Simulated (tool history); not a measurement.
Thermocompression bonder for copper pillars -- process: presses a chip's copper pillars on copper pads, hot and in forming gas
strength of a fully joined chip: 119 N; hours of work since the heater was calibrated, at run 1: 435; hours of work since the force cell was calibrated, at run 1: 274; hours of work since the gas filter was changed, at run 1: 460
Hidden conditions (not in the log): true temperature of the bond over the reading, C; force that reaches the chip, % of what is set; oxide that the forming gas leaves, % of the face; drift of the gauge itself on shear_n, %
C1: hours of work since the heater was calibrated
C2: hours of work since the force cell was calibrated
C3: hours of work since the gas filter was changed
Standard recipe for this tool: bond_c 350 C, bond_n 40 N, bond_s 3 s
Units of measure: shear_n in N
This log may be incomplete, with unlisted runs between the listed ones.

{"run": 1, "hour": 0.0, "bond_c": 350, "bond_n": 40, "bond_s": 3, "C1": 435, "C2": 274, "C3": 460, "shear_n": 73.1}
{"run": 2, "hour": 12.2, "bond_c": 350, "bond_n": 40, "bond_s": 3, "C1": 444, "C2": 283, "C3": 468, "shear_n": 73.3}
{"run": 3, "hour": 20.8, "bond_c": 350, "bond_n": 40, "bond_s": 7, "C1": 450, "C2": 289, "C3": 474, "shear_n": 90.3}
{"run": 4, "hour": 28.7, "bond_c": 350, "bond_n": 40, "bond_s": 7, "C1": 455, "C2": 294, "C3": 480, "shear_n": 89.6}
{"run": 5, "hour": 35.1, "bond_c": 350, "bond_n": 40, "bond_s": 7, "C1": 460, "C2": 299, "C3": 485, "shear_n": 90.9}
{"run": 6, "hour": 40.4, "bond_c": 350, "bond_n": 40, "bond_s": 7, "C1": 464, "C2": 303, "C3": 489, "shear_n": 88.5}
{"hour": 45.8, "done": "forming gas filter changed"}
{"run": 7, "hour": 47.4, "bond_c": 350, "bond_n": 40, "bond_s": 7, "C1": 468, "C2": 307, "C3": 1, "shear_n": 94.8}
{"run": 8, "hour": 59.8, "bond_c": 350, "bond_n": 40, "bond_s": 7, "C1": 477, "C2": 316, "C3": 10, "shear_n": 91.8}
{"run": 9, "hour": 65.2, "bond_c": 350, "bond_n": 40, "bond_s": 3, "C1": 481, "C2": 320, "C3": 14, "shear_n": 75.2}
{"run": 10, "hour": 72.5, "bond_c": 350, "bond_n": 40, "bond_s": 3, "C1": 486, "C2": 325, "C3": 19, "shear_n": 73.9}
{"run": 11, "hour": 83.1, "bond_c": 350, "bond_n": 40, "bond_s": 2, "C1": 494, "C2": 333, "C3": 27, "shear_n": 65.6}
{"run": 12, "hour": 90.3, "bond_c": 351, "bond_n": 40, "bond_s": 3, "C1": 499, "C2": 338, "C3": 32, "shear_n": 74.1}
{"run": 13, "hour": 96.9, "bond_c": 350, "bond_n": 40, "bond_s": 3, "C1": 504, "C2": 343, "C3": 37, "shear_n": 75.1}
{"run": 14, "hour": 107.8, "bond_c": 350, "bond_n": 40, "bond_s": 3, "C1": 512, "C2": 351, "C3": 44, "shear_n": 73.7}
{"run": 15, "hour": 120.4, "bond_c": 350, "bond_n": 40, "bond_s": 3, "C1": 521, "C2": 360, "C3": 53, "shear_n": 74.9}
{"run": 16, "hour": 129.0, "bond_c": 350, "bond_n": 40, "bond_s": 3, "C1": 527, "C2": 366, "C3": 60, "shear_n": 72.9}
{"run": 17, "hour": 140.6, "bond_c": 321, "bond_n": 40, "bond_s": 3, "C1": 535, "C2": 374, "C3": 68, "shear_n": 55.8}
{"run": 18, "hour": 149.2, "bond_c": 321, "bond_n": 40, "bond_s": 3, "C1": 541, "C2": 380, "C3": 74, "shear_n": 57.2}
{"run": 19, "hour": 160.8, "bond_c": 321, "bond_n": 40, "bond_s": 3, "C1": 550, "C2": 389, "C3": 82, "shear_n": 55.2}
{"run": 20, "hour": 168.1, "bond_c": 321, "bond_n": 40, "bond_s": 3, "C1": 555, "C2": 394, "C3": 88, "shear_n": 55.2}
{"run": 21, "hour": 176.1, "bond_c": 321, "bond_n": 50, "bond_s": 7, "C1": 561, "C2": 400, "C3": 93, "shear_n": 83.6}
{"run": 22, "hour": 182.1, "bond_c": 350, "bond_n": 40, "bond_s": 5, "C1": 565, "C2": 404, "C3": 98, "shear_n": 86.2}
{"run": 23, "hour": 188.6, "bond_c": 350, "bond_n": 40, "bond_s": 3, "C1": 570, "C2": 409, "C3": 102, "shear_n": 73}
{"run": 24, "hour": 194.9, "bond_c": 356, "bond_n": 40, "bond_s": 3, "C1": 574, "C2": 413, "C3": 107, "shear_n": 77.1}
{"run": 25, "hour": 207.5, "bond_c": 352, "bond_n": 40, "bond_s": 6, "C1": 583, "C2": 422, "C3": 116, "shear_n": 88.4}
{"run": 26, "hour": 217.8, "bond_c": 352, "bond_n": 40, "bond_s": 6, "C1": 590, "C2": 429, "C3": 123, "shear_n": 89.4}
{"run": 27, "hour": 229.3, "bond_c": 363, "bond_n": 36, "bond_s": 5, "C1": 599, "C2": 438, "C3": 131, "shear_n": 88.4}
{"run": 28, "hour": 234.5, "bond_c": 331, "bond_n": 36, "bond_s": 3, "C1": 602, "C2": 441, "C3": 135, "shear_n": 56.7}
{"run": 29, "hour": 247.1, "bond_c": 364, "bond_n": 49, "bond_s": 3, "C1": 611, "C2": 450, "C3": 144, "shear_n": 88.8}
{"run": 30, "hour": 259.8, "bond_c": 356, "bond_n": 46, "bond_s": 2, "C1": 621, "C2": 460, "C3": 153, "shear_n": 73.4}
{"run": 31, "hour": 270.2, "bond_c": 377, "bond_n": 40, "bond_s": 3, "C1": 628, "C2": 467, "C3": 161, "shear_n": 88.4}
{"run": 32, "hour": 276.9, "bond_c": 353, "bond_n": 45, "bond_s": 3, "C1": 633, "C2": 472, "C3": 166, "shear_n": 79.9}
{"run": 33, "hour": 289.8, "bond_c": 353, "bond_n": 45, "bond_s": 3, "C1": 642, "C2": 481, "C3": 175, "shear_n": 80}
{"run": 34, "hour": 296.7, "bond_c": 353, "bond_n": 45, "bond_s": 3, "C1": 647, "C2": 486, "C3": 180, "shear_n": 78}
{"run": 35, "hour": 303.8, "bond_c": 356, "bond_n": 44, "bond_s": 8, "C1": 652, "C2": 491, "C3": 185, "shear_n": 99.5}
{"run": 36, "hour": 312.2, "bond_c": 356, "bond_n": 44, "bond_s": 8, "C1": 658, "C2": 497, "C3": 191, "shear_n": 98.3}
{"hour": 319.4, "done": "heater calibrated with a thermocouple chip"}
{"run": 37, "hour": 327.0, "bond_c": 356, "bond_n": 40, "bond_s": 8, "C1": 5, "C2": 506, "C3": 200, "shear_n": 98.7}
{"run": 38, "hour": 336.9, "bond_c": 373, "bond_n": 47, "bond_s": 2, "C1": 13, "C2": 513, "C3": 207, "shear_n": 89.6}
{"run": 39, "hour": 349.3, "bond_c": 373, "bond_n": 47, "bond_s": 2, "C1": 21, "C2": 522, "C3": 216, "shear_n": 88.2}

Pick out some run-to-run changes in shear_n. Of each, how much would a tool without hidden state show as well, from the settings, what came in and chance, and how much is left for the hidden state and any gauge scatter not in both results compared?
Run 6 -> 7: forming gas filter changed. shear_n +6.3 N: hidden state +2.6, all else +3.7.
Run 20 -> 21: bond_n 40 -> 50, bond_s 3 -> 7. shear_n +28.4 N: hidden state -0.5, all else +28.9.
Run 27 -> 28: bond_c 363 -> 331, bond_s 5 -> 3. shear_n -31.7 N: hidden state -0.4, all else -31.3.
Run 28 -> 29: bond_c 331 -> 364, bond_n 36 -> 49. shear_n +32.1 N: hidden state +0.6, all else +31.5.
Run 34 -> 35: bond_c 353 -> 356, bond_n 45 -> 44, bond_s 3 -> 8. shear_n +21.5 N: hidden state +1.4, all else +20.1.
Run 36 -> 37: bond_n 44 -> 40, heater calibrated with a thermocouple chip. shear_n +0.4 N: hidden state +4.6, all else -4.2.
